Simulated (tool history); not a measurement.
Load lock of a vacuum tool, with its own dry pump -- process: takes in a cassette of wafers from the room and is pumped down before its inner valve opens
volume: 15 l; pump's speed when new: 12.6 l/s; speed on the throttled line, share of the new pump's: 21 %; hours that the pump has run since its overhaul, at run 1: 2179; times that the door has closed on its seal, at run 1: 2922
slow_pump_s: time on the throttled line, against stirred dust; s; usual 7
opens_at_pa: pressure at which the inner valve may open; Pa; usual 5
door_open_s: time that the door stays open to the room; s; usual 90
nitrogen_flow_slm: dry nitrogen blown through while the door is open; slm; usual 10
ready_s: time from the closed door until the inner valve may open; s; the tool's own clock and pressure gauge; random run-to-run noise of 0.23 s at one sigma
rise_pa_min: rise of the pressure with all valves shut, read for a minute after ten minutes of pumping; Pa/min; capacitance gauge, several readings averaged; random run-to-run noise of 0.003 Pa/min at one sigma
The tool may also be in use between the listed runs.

run,hour,slow_pump_s,opens_at_pa,door_open_s,nitrogen_flow_slm,hours that the pump has run since its overhaul,times that the door has closed on its seal,"incoming humidity of the room's air, %",ready_s,rise_pa_min
1,0.0,7,5,90,10,2179,2922,44.5,17.8,0.050
2,136.0,7,5,90,10,2315,3326,45.9,17.4,0.054
3,241.5,7,6,90,10,2420,3639,42.3,17.5,0.051
4,395.2,7,5,90,10,2574,4095,44.5,17.6,0.055
5,534.7,7,5,90,10,2714,4509,42.6,18.2,0.056
6,676.0,7,5,90,10,2855,4928,48.0,18.0,0.062
7,863.8,7,5,90,10,3043,5485,46.4,17.5,0.060
8,949.6,7,5,90,10,3129,5740,43.2,18.2,0.056
9,1087.8,7,7,90,10,3267,6150,42.8,17.7,0.062
10,1265.8,7,5,90,10,3445,6678,43.3,18.0,0.060
11,1433.1,7,5,90,10,3612,7174,43.6,17.8,0.065
12,1530.9,7,5,90,10,3710,7465,47.9,18.1,0.071
13,1729.8,7,5,90,10,3909,8055,45.8,18.2,0.068
14,1892.7,5,5,40,10,4072,8538,43.4,16.7,0.059
15,2052.8,5,5,40,10,4232,9013,42.1,16.5,0.056
16,2193.7,6,5,90,10,4373,9431,41.6,17.2,0.071
17,2300.0,9,5,93,10,4479,9747,47.3,19.5,0.072
18,2440.1,9,5,93,10,4619,10163,44.0,19.4,0.072
19,2648.0,5,6,34,18,4827,10779,43.3,16.2,0.063
20,2742.7,5,6,34,18,4922,11061,44.6,16.5,0.062
21,2851.9,5,4,34,7,5031,11385,47.2,17.1,0.073
22,2958.6,5,8,90,10,5138,11701,44.6,16.1,0.079

Measured less the same run without the tool's hidden state. The same run-to-run variation is in both; the gauge's scatter may not be:
The hidden state here: pump's speed, % of a new pump's; leak at the door's seal, Pa l/s; drift of the gauge itself on ready_s, %; drift of the gauge itself on rise_pa_min, %.
run,ready_s,rise_pa_min
1,+0.3,+0.005
2,+0.4,+0.006
3,+0.4,+0.007
4,+0.4,+0.008
5,+0.4,+0.009
6,+0.4,+0.010
7,+0.5,+0.011
8,+0.5,+0.012
9,+0.4,+0.014
10,+0.5,+0.015
11,+0.5,+0.016
12,+0.6,+0.017
13,+0.6,+0.018
14,+0.6,+0.021
15,+0.7,+0.022
16,+0.7,+0.023
17,+0.7,+0.025
18,+0.6,+0.026
19,+0.8,+0.029
20,+0.7,+0.030
21,+0.8,+0.031
22,+0.7,+0.032

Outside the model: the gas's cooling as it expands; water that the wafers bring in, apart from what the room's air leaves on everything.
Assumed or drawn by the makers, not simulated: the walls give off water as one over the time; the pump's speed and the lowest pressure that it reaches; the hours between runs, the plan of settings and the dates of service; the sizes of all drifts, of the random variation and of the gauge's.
